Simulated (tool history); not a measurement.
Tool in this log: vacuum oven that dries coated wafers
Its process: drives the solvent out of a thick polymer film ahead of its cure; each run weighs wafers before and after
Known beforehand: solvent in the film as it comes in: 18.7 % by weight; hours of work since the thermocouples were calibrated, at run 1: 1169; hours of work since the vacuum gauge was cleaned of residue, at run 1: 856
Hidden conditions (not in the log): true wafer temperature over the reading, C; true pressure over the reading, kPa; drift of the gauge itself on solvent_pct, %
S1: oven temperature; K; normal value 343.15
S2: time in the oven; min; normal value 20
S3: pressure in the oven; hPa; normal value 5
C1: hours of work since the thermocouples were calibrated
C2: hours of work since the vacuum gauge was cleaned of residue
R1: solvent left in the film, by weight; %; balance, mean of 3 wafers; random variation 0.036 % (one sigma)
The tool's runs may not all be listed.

| run | hour | S1 | S2 | S3 | C1 | C2 | R1 |
|---|---|---|---|---|---|---|---|
| 1 | 0 | 343.15 | 20 | 5 | 1169 | 856 | 2.78 |
| 2 | 31.2 | 343.15 | 20 | 5 | 1191 | 878 | 2.86 |
| 3 | 49.5 | 343.15 | 20 | 5 | 1204 | 892 | 2.88 |
| 4 | 79.2 | 343.15 | 20 | 5 | 1226 | 913 | 2.9 |
| 5 | 114.9 | 343.15 | 20 | 5 | 1251 | 939 | 2.85 |
| 6 | 143.8 | 343.15 | 20 | 5 | 1272 | 959 | 2.86 |
| 7 | 172.8 | 343.15 | 20 | 5 | 1293 | 980 | 2.88 |
| 8 | 198.9 | 343.15 | 20 | 5 | 1312 | 999 | 2.88 |
| 9 | 237.7 | 332.15 | 20 | 5 | 1340 | 1027 | 6.93 |
| 10 | 267.2 | 332.15 | 20 | 5 | 1361 | 1048 | 7.03 |
| 11 | 287.8 | 343.15 | 20 | 5 | 1376 | 1063 | 2.96 |
| 12 | 317.3 | 343.15 | 20 | 5 | 1397 | 1084 | 2.88 |
| 13 | 341.3 | 343.15 | 20 | 4.58 | 1414 | 1101 | 2.92 |
| 14 | 381.2 | 343.15 | 20 | 4.58 | 1443 | 1130 | 2.87 |
| 15 | 420.6 | 343.15 | 20 | 8.76 | 1471 | 1158 | 3.04 |
| 16 | 444.7 | 343.15 | 20 | 8.76 | 1489 | 1176 | 3.03 |
| 17 | 478.4 | 343.15 | 20 | 8.76 | 1513 | 1200 | 3.04 |
| 18 | 518.7 | 346.15 | 17 | 9.96 | 1542 | 1229 | 2.86 |
| 19 | 548.8 | 340.15 | 17 | 9.01 | 1564 | 1251 | 4.92 |
| 20 | 574.2 | 340.15 | 17 | 9.01 | 1582 | 1269 | 5.01 |
| 21 | 613 | 340.15 | 17 | 9.01 | 1610 | 1297 | 4.98 |
| 22 | 648.1 | 340.15 | 17 | 9.01 | 1635 | 1322 | 5.07 |
| 23 | 668.6 | 329.15 | 35 | 6.54 | 1650 | 1337 | 5.33 |
|  | 675.4 | oven's thermocouples calibrated |
| 24 | 696.6 | 343.15 | 24 | 13.79 | 15 | 1355 | 2.1 |
| 25 | 723.9 | 346.15 | 20 | 19.26 | 35 | 1375 | 2.1 |
| 26 | 744.7 | 330.15 | 25 | 4.19 | 50 | 1390 | 6.23 |
| 27 | 780.4 | 332.15 | 11 | 11.52 | 76 | 1416 | 9.72 |
| 28 | 808.2 | 332.15 | 11 | 11.52 | 95 | 1436 | 9.75 |
| 29 | 836.5 | 352.15 | 17 | 11.52 | 116 | 1456 | 1.2 |
| 30 | 872.4 | 340.15 | 22 | 4.99 | 142 | 1482 | 3.11 |
| 31 | 909.3 | 358.15 | 20 | 14.71 | 168 | 1508 | 0.33 |

Run 32 has not been measured yet. What should we expect?
| 32 | 944.1 | 357.15 | 36 | 5 | 193 | 1533 | ? |

Logged for run 32: R1 0.1 %.
With the hidden condition absent and the run-to-run variation left alone, this run would have shown R1 0.06 %.
